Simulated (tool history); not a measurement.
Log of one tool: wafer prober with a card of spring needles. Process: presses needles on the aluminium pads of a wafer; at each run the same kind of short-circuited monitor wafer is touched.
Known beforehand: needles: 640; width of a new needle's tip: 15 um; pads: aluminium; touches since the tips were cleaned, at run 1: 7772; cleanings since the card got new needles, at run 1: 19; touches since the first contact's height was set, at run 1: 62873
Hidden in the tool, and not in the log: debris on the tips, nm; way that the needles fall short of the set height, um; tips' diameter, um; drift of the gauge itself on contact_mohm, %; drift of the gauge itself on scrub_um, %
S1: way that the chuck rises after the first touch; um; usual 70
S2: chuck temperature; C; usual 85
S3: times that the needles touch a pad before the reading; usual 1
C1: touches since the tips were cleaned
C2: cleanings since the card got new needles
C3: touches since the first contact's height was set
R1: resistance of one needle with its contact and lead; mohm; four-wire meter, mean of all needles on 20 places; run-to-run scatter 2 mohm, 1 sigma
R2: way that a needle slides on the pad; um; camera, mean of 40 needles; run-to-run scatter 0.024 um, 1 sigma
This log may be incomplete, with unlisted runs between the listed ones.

run 1 hour=0 | S1=70 S2=85 S3=1 | C1=7772 C2=19 C3=62873 | R1=223 R2=16
-- hour=1.7 tips cleaned on abrasive film
-- hour=11.7 height of the first contact set anew
run 2 hour=19.6 | S1=70 S2=85 S3=1 | C1=5022 C2=20 C3=2239 | R1=223 R2=16.03
-- hour=31.1 tips cleaned on abrasive film
run 3 hour=38.3 | S1=70 S2=85 S3=1 | C1=2057 C2=21 C3=7530 | R1=218 R2=16.08
run 4 hour=52.7 | S1=70 S2=85 S3=1 | C1=6144 C2=21 C3=11617 | R1=220 R2=16.04
-- hour=60.2 tips cleaned on abrasive film
run 5 hour=67 | S1=70 S2=85 S3=1 | C1=1951 C2=22 C3=15663 | R1=224 R2=16.04
run 6 hour=84.4 | S1=70 S2=85 S3=1 | C1=6906 C2=22 C3=20618 | R1=220 R2=16.11
-- hour=89 tips cleaned on abrasive film
run 7 hour=98 | S1=70 S2=85 S3=1 | C1=2563 C2=23 C3=24461 | R1=224 R2=16.07
run 8 hour=109.4 | S1=70 S2=85 S3=1 | C1=5798 C2=23 C3=27696 | R1=225 R2=16.07
-- hour=118.1 tips cleaned on abrasive film
run 9 hour=120.5 | S1=70 S2=85 S3=1 | C1=700 C2=24 C3=30823 | R1=221 R2=16.08
run 10 hour=140.4 | S1=70 S2=85 S3=1 | C1=6368 C2=24 C3=36491 | R1=222 R2=16.08
-- hour=147.2 tips cleaned on abrasive film
run 11 hour=162.5 | S1=70 S2=85 S3=1 | C1=4347 C2=25 C3=42744 | R1=224 R2=16.08
run 12 hour=173.9 | S1=70 S2=85 S3=1 | C1=7590 C2=25 C3=45987 | R1=227 R2=16.11
-- hour=176.7 tips cleaned on abrasive film
run 13 hour=195.3 | S1=70 S2=85 S3=1 | C1=5288 C2=26 C3=52042 | R1=224 R2=16.11
-- hour=206.4 tips cleaned on abrasive film
run 14 hour=212 | S1=70 S2=85 S3=1 | C1=1619 C2=27 C3=56771 | R1=225 R2=16.11
run 15 hour=232.4 | S1=70 S2=85 S3=1 | C1=7412 C2=27 C3=62564 | R1=224 R2=16.12
-- hour=236.1 tips cleaned on abrasive film
-- hour=245.4 height of the first contact set anew
run 16 hour=247.2 | S1=70 S2=85 S3=1 | C1=3069 C2=28 C3=499 | R1=223 R2=16.1
run 17 hour=259 | S1=70 S2=85 S3=1 | C1=6423 C2=28 C3=3853 | R1=222 R2=16.09
-- hour=266.3 tips cleaned on abrasive film
run 18 hour=269.6 | S1=70 S2=85 S3=1 | C1=935 C2=29 C3=6843 | R1=222 R2=16.1
run 19 hour=279.3 | S1=69 S2=104 S3=2 | C1=3701 C2=29 C3=9609 | R1=229 R2=15.92
run 20 hour=290.1 | S1=70 S2=112 S3=1 | C1=6783 C2=29 C3=12691 | R1=229 R2=16.13

For run 21, what comes out?
-- hour=295.7 tips cleaned on abrasive film
run 21 hour=300.7 | S1=70 S2=112 S3=1 | C1=1428 C2=30 C3=15670 | R1=? R2=?

R1: 230 mohm
R2: 16.14 um
If the tool had no hidden condition, the same run with the same run-to-run variation would have returned R1 230 mohm, R2 16.06 um.
